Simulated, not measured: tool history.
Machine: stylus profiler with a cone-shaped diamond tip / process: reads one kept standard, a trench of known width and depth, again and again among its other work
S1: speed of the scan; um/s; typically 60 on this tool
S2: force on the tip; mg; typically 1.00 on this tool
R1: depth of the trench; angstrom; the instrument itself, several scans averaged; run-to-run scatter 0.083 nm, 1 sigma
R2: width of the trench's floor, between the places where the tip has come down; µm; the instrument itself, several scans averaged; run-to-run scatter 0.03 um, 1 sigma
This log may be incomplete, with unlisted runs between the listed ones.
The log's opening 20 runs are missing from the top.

run	day	S1	S2	R1	R2
21	40.271	30	0.35	5025.4	94.69
22	41.621	43	1.63	5062.3	94.88
23	44.217	21	1.63	5061.3	94.99
24	47.112	67	2.02	5073.1	94.73
25	48.958	67	0.47	5031.6	94.20
26	51.288	24	1.00	5048.1	94.82
27	54.058	32	0.49	5032.0	94.62
28	56.108	32	0.49	5033.8	94.62
29	58.575	32	0.49	5032.7	94.55
30	60.492	32	0.49	5034.4	94.60
31	62.479	32	0.49	5034.3	94.54
32	65.333	32	0.49	5033.3	94.56
33	67.196	37	2.78	5090.4	94.68
34	69.642	187	0.98	5049.6	93.25
35	71.121	48	1.23	5056.9	94.36
36	73.333	34	1.78	5071.0	94.58
37	75.025	130	1.00	5050.7	93.67
# day 75.450: height scale calibrated on a step standard
38	76.238	130	1.00	5039.1	93.73
39	78.800	77	0.67	5031.7	93.94
40	80.012	158	2.32	5071.8	93.87
41	82.558	119	0.80	5036.6	93.56

Alternative continuations, all from the tool just after run 41; predict every row:
A	84.200	89	1.00	?	?
B	84.200	110	2.66	?	?
C	84.200	21	0.49	?	?
D	84.200	50	2.15	?	?

run	R1	R2
A	5042.7	93.97
B	5078.4	94.18
C	5023.9	94.45
D	5068.5	94.42
Without the tool's hidden state the same runs would have given:
run	R1	R2
A	5042.8	94.87
B	5078.5	95.08
C	5024.0	95.35
D	5068.5	95.31

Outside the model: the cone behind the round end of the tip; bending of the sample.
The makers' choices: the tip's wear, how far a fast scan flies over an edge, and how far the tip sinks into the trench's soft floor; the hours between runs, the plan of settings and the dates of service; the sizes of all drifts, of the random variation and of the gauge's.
